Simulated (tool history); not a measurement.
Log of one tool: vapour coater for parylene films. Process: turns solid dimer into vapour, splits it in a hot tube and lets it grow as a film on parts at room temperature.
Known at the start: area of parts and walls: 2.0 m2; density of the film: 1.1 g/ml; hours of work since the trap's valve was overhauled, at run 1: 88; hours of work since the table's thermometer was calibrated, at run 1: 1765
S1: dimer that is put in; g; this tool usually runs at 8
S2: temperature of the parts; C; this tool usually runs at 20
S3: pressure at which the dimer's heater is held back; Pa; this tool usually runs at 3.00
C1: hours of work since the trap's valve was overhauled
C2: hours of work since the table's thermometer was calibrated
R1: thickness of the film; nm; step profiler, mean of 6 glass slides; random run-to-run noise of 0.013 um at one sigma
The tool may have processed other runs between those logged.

run 1 hour=0.0 | S1=8 S2=20 S3=3.00 | C1=88 C2=1765 | R1=3060
run 2 hour=43.2 | S1=8 S2=20 S3=3.00 | C1=117 C2=1794 | R1=3060
run 3 hour=102.7 | S1=8 S2=20 S3=3.00 | C1=157 C2=1834 | R1=3050
run 4 hour=168.8 | S1=8 S2=20 S3=3.00 | C1=202 C2=1879 | R1=3030
run 5 hour=204.2 | S1=8 S2=20 S3=3.00 | C1=226 C2=1902 | R1=3010
run 6 hour=261.6 | S1=8 S2=20 S3=3.00 | C1=264 C2=1941 | R1=3010
run 7 hour=330.5 | S1=8 S2=20 S3=3.00 | C1=311 C2=1987 | R1=2990
run 8 hour=390.6 | S1=8 S2=20 S3=3.00 | C1=351 C2=2028 | R1=2990
run 9 hour=460.3 | S1=8 S2=28 S3=3.00 | C1=398 C2=2075 | R1=2130
run 10 hour=495.2 | S1=8 S2=20 S3=3.00 | C1=421 C2=2098 | R1=2970
run 11 hour=561.6 | S1=8 S2=20 S3=3.00 | C1=466 C2=2143 | R1=2940
run 12 hour=599.1 | S1=8 S2=20 S3=3.00 | C1=491 C2=2168 | R1=2920
-- hour=657.9 trap's valve overhauled
run 13 hour=660.1 | S1=8 S2=20 S3=3.00 | C1=1 C2=2206 | R1=3140
run 14 hour=700.4 | S1=8 S2=20 S3=3.00 | C1=29 C2=2234 | R1=3100
-- hour=730.1 table's thermometer calibrated
run 15 hour=737.8 | S1=8 S2=20 S3=3.00 | C1=53 C2=5 | R1=2920
run 16 hour=771.7 | S1=8 S2=20 S3=3.00 | C1=76 C2=28 | R1=2910
run 17 hour=818.3 | S1=8 S2=20 S3=3.00 | C1=107 C2=59 | R1=2930
run 18 hour=860.6 | S1=8 S2=20 S3=2.60 | C1=136 C2=88 | R1=2960
run 19 hour=917.0 | S1=8 S2=20 S3=6.02 | C1=174 C2=126 | R1=2680
run 20 hour=947.8 | S1=8 S2=20 S3=6.02 | C1=194 C2=147 | R1=2670
run 21 hour=1007.4 | S1=8 S2=20 S3=6.02 | C1=235 C2=187 | R1=2650
run 22 hour=1038.5 | S1=8 S2=20 S3=6.02 | C1=255 C2=208 | R1=2670
run 23 hour=1104.5 | S1=8 S2=20 S3=3.69 | C1=300 C2=252 | R1=2790
run 24 hour=1174.0 | S1=8 S2=20 S3=3.69 | C1=347 C2=299 | R1=2800
run 25 hour=1208.3 | S1=4 S2=18 S3=9.63 | C1=370 C2=322 | R1=1350
run 26 hour=1275.2 | S1=4 S2=18 S3=9.63 | C1=415 C2=367 | R1=1350
run 27 hour=1307.3 | S1=4 S2=17 S3=3.42 | C1=436 C2=389 | R1=1580
run 28 hour=1343.1 | S1=7 S2=21 S3=2.48 | C1=461 C2=413 | R1=2390
run 29 hour=1380.5 | S1=7 S2=21 S3=2.48 | C1=486 C2=438 | R1=2400
-- hour=1449.0 trap's valve overhauled
run 30 hour=1453.4 | S1=7 S2=21 S3=4.16 | C1=3 C2=484 | R1=2430
run 31 hour=1509.9 | S1=7 S2=17 S3=4.16 | C1=41 C2=522 | R1=2840
run 32 hour=1541.4 | S1=7 S2=17 S3=4.16 | C1=62 C2=543 | R1=2840
run 33 hour=1607.0 | S1=6 S2=18 S3=4.55 | C1=106 C2=587 | R1=2310
run 34 hour=1673.1 | S1=5 S2=18 S3=8.56 | C1=151 C2=632 | R1=1770
run 35 hour=1720.3 | S1=9 S2=15 S3=3.00 | C1=183 C2=664 | R1=3900
run 36 hour=1754.1 | S1=3 S2=25 S3=5.46 | C1=205 C2=686 | R1=830
run 37 hour=1819.9 | S1=11 S2=20 S3=3.14 | C1=250 C2=731 | R1=3980
run 38 hour=1858.1 | S1=4 S2=27 S3=10.85 | C1=275 C2=757 | R1=930
run 39 hour=1895.8 | S1=8 S2=13 S3=3.00 | C1=301 C2=782 | R1=3430
run 40 hour=1949.0 | S1=8 S2=13 S3=3.00 | C1=336 C2=818 | R1=3380
run 41 hour=2002.8 | S1=10 S2=23 S3=3.00 | C1=373 C2=854 | R1=3180
run 42 hour=2053.6 | S1=6 S2=20 S3=5.20 | C1=407 C2=888 | R1=2020
run 43 hour=2084.0 | S1=3 S2=18 S3=4.86 | C1=427 C2=909 | R1=1110
run 44 hour=2124.4 | S1=8 S2=20 S3=2.18 | C1=455 C2=936 | R1=2960
run 45 hour=2180.4 | S1=5 S2=16 S3=4.25 | C1=492 C2=973 | R1=2030
-- hour=2240.1 trap's valve overhauled
run 46 hour=2250.1 | S1=9 S2=24 S3=10.26 | C1=7 C2=1018 | R1=2490

Measured minus without-hidden-state, run by run (identical run-to-run variation in each term; gauge scatter may differ):
Unlogged tool condition in this case: vapour lost through the trap's worn valve, %; true temperature of the parts over the reading, C; drift of the gauge itself on film_um, %.
run=1 R1=+100
run=2 R1=+90
run=3 R1=+80
run=4 R1=+70
run=5 R1=+50
run=6 R1=+50
run=7 R1=+30
run=8 R1=+10
run=9 R1=+0
run=10 R1=-10
run=11 R1=-20
run=12 R1=-30
run=13 R1=+150
run=14 R1=+140
run=15 R1=-50
run=16 R1=-50
run=17 R1=-60
run=18 R1=-70
run=19 R1=-70
run=20 R1=-70
run=21 R1=-90
run=22 R1=-90
run=23 R1=-120
run=24 R1=-130
run=25 R1=-70
run=26 R1=-80
run=27 R1=-90
run=28 R1=-140
run=29 R1=-150
run=30 R1=+10
run=31 R1=-10
run=32 R1=-10
run=33 R1=-20
run=34 R1=-20
run=35 R1=-110
run=36 R1=-20
run=37 R1=-90
run=38 R1=-20
run=39 R1=-150
run=40 R1=-160
run=41 R1=-110
run=42 R1=-80
run=43 R1=-50
run=44 R1=-130
run=45 R1=-90
run=46 R1=+40

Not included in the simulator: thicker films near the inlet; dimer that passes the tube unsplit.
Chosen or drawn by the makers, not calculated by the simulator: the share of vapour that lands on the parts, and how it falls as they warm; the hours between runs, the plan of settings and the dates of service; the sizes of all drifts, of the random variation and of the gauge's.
